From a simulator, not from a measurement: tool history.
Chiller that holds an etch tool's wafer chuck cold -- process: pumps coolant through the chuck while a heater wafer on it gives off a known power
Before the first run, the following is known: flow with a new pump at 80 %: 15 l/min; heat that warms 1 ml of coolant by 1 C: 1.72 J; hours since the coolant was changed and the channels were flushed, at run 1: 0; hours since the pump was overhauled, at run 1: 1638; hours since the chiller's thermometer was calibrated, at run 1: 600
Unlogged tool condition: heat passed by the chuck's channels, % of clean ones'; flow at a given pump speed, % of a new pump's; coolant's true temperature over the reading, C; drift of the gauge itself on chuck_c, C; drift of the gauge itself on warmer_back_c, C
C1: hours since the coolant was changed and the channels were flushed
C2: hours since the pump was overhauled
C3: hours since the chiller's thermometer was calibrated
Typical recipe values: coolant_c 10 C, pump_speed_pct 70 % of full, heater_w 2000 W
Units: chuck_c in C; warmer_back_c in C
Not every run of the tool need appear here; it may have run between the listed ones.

{"run": 1, "hour": 0.0, "coolant_c": 10, "pump_speed_pct": 70, "heater_w": 2000, "C1": 0, "C2": 1638, "C3": 600, "chuck_c": 27.9, "warmer_back_c": 5.63}
{"run": 2, "hour": 44.1, "coolant_c": 10, "pump_speed_pct": 70, "heater_w": 2000, "C1": 44, "C2": 1682, "C3": 644, "chuck_c": 28.0, "warmer_back_c": 5.58}
{"run": 3, "hour": 89.4, "coolant_c": 10, "pump_speed_pct": 70, "heater_w": 2000, "C1": 89, "C2": 1728, "C3": 690, "chuck_c": 27.7, "warmer_back_c": 5.61}
{"run": 4, "hour": 126.2, "coolant_c": 10, "pump_speed_pct": 70, "heater_w": 2000, "C1": 126, "C2": 1764, "C3": 727, "chuck_c": 28.1, "warmer_back_c": 5.66}
{"run": 5, "hour": 173.1, "coolant_c": 10, "pump_speed_pct": 70, "heater_w": 2000, "C1": 173, "C2": 1811, "C3": 774, "chuck_c": 28.0, "warmer_back_c": 5.63}
{"run": 6, "hour": 209.2, "coolant_c": 10, "pump_speed_pct": 70, "heater_w": 2000, "C1": 209, "C2": 1847, "C3": 810, "chuck_c": 27.9, "warmer_back_c": 5.7}
{"run": 7, "hour": 250.3, "coolant_c": 10, "pump_speed_pct": 70, "heater_w": 2000, "C1": 250, "C2": 1888, "C3": 851, "chuck_c": 28.1, "warmer_back_c": 5.67}
{"run": 8, "hour": 287.7, "coolant_c": 10, "pump_speed_pct": 70, "heater_w": 2000, "C1": 288, "C2": 1926, "C3": 888, "chuck_c": 28.0, "warmer_back_c": 5.64}
{"run": 9, "hour": 308.6, "coolant_c": 10, "pump_speed_pct": 70, "heater_w": 2000, "C1": 309, "C2": 1947, "C3": 909, "chuck_c": 28.1, "warmer_back_c": 5.63}
{"run": 10, "hour": 342.6, "coolant_c": 10, "pump_speed_pct": 70, "heater_w": 2000, "C1": 343, "C2": 1981, "C3": 943, "chuck_c": 28.0, "warmer_back_c": 5.67}
{"run": 11, "hour": 383.2, "coolant_c": 10, "pump_speed_pct": 70, "heater_w": 2000, "C1": 383, "C2": 2021, "C3": 984, "chuck_c": 28.3, "warmer_back_c": 5.74}
{"run": 12, "hour": 423.8, "coolant_c": 10, "pump_speed_pct": 70, "heater_w": 2585, "C1": 424, "C2": 2062, "C3": 1024, "chuck_c": 33.6, "warmer_back_c": 7.34}
{"run": 13, "hour": 469.6, "coolant_c": 10, "pump_speed_pct": 70, "heater_w": 2585, "C1": 470, "C2": 2108, "C3": 1070, "chuck_c": 33.4, "warmer_back_c": 7.35}
{"run": 14, "hour": 493.6, "coolant_c": 10, "pump_speed_pct": 70, "heater_w": 2000, "C1": 494, "C2": 2132, "C3": 1094, "chuck_c": 28.4, "warmer_back_c": 5.7}
{"run": 15, "hour": 533.8, "coolant_c": 10, "pump_speed_pct": 70, "heater_w": 2000, "C1": 534, "C2": 2172, "C3": 1134, "chuck_c": 28.4, "warmer_back_c": 5.72}
{"run": 16, "hour": 553.6, "coolant_c": 16, "pump_speed_pct": 70, "heater_w": 2000, "C1": 554, "C2": 2192, "C3": 1154, "chuck_c": 34.3, "warmer_back_c": 5.62}
{"run": 17, "hour": 585.8, "coolant_c": 10, "pump_speed_pct": 70, "heater_w": 2907, "C1": 586, "C2": 2224, "C3": 1186, "chuck_c": 36.8, "warmer_back_c": 8.29}
{"run": 18, "hour": 605.5, "coolant_c": 10, "pump_speed_pct": 70, "heater_w": 2907, "C1": 606, "C2": 2244, "C3": 1206, "chuck_c": 36.8, "warmer_back_c": 8.32}
{"run": 19, "hour": 631.0, "coolant_c": 18, "pump_speed_pct": 61, "heater_w": 1087, "C1": 631, "C2": 2269, "C3": 1231, "chuck_c": 29.4, "warmer_back_c": 3.59}
{"run": 20, "hour": 662.6, "coolant_c": 15, "pump_speed_pct": 76, "heater_w": 2365, "C1": 663, "C2": 2301, "C3": 1263, "chuck_c": 35.3, "warmer_back_c": 6.15}
{"run": 21, "hour": 708.1, "coolant_c": 14, "pump_speed_pct": 70, "heater_w": 2000, "C1": 708, "C2": 2346, "C3": 1309, "chuck_c": 32.7, "warmer_back_c": 5.73}
{"run": 22, "hour": 740.2, "coolant_c": 10, "pump_speed_pct": 63, "heater_w": 1827, "C1": 740, "C2": 2378, "C3": 1341, "chuck_c": 28.6, "warmer_back_c": 5.84}
{"run": 23, "hour": 777.9, "coolant_c": 10, "pump_speed_pct": 88, "heater_w": 1762, "C1": 778, "C2": 2416, "C3": 1378, "chuck_c": 23.6, "warmer_back_c": 3.96}
{"run": 24, "hour": 820.5, "coolant_c": 4, "pump_speed_pct": 70, "heater_w": 2000, "C1": 821, "C2": 2459, "C3": 1421, "chuck_c": 22.8, "warmer_back_c": 5.74}
{"run": 25, "hour": 864.6, "coolant_c": 4, "pump_speed_pct": 70, "heater_w": 2000, "C1": 865, "C2": 2503, "C3": 1465, "chuck_c": 22.7, "warmer_back_c": 5.75}
{"run": 26, "hour": 892.1, "coolant_c": 11, "pump_speed_pct": 94, "heater_w": 2000, "C1": 892, "C2": 2530, "C3": 1493, "chuck_c": 25.8, "warmer_back_c": 4.22}
{"run": 27, "hour": 923.6, "coolant_c": 11, "pump_speed_pct": 94, "heater_w": 2000, "C1": 924, "C2": 2562, "C3": 1524, "chuck_c": 25.7, "warmer_back_c": 4.2}

5 options for the next run, each taken on its own from the tool as it stands now. Forecast them:
{"run": "A", "hour": 948.8, "coolant_c": 6, "pump_speed_pct": 70, "heater_w": 1129, "C1": 949, "C2": 2587, "C3": 1549, "chuck_c": "?", "warmer_back_c": "?"}
{"run": "B", "hour": 948.8, "coolant_c": 11, "pump_speed_pct": 94, "heater_w": 1694, "C1": 949, "C2": 2587, "C3": 1549, "chuck_c": "?", "warmer_back_c": "?"}
{"run": "C", "hour": 948.8, "coolant_c": 1, "pump_speed_pct": 70, "heater_w": 2000, "C1": 949, "C2": 2587, "C3": 1549, "chuck_c": "?", "warmer_back_c": "?"}
{"run": "D", "hour": 948.8, "coolant_c": 16, "pump_speed_pct": 94, "heater_w": 2345, "C1": 949, "C2": 2587, "C3": 1549, "chuck_c": "?", "warmer_back_c": "?"}
{"run": "E", "hour": 948.8, "coolant_c": 10, "pump_speed_pct": 77, "heater_w": 2182, "C1": 949, "C2": 2587, "C3": 1549, "chuck_c": "?", "warmer_back_c": "?"}

run=A chuck_c=16.9 warmer_back_c=3.27
run=B chuck_c=23.5 warmer_back_c=3.56
run=C chuck_c=20.1 warmer_back_c=5.79
run=D chuck_c=33.3 warmer_back_c=4.94
run=E chuck_c=28.9 warmer_back_c=5.64
With the hidden condition removed and each run's random variation left untouched, the same runs would have given:
run=A chuck_c=15.7 warmer_back_c=3.04
run=B chuck_c=22.1 warmer_back_c=3.31
run=C chuck_c=18.2 warmer_back_c=5.39
run=D chuck_c=31.5 warmer_back_c=4.59
run=E chuck_c=27.0 warmer_back_c=5.25
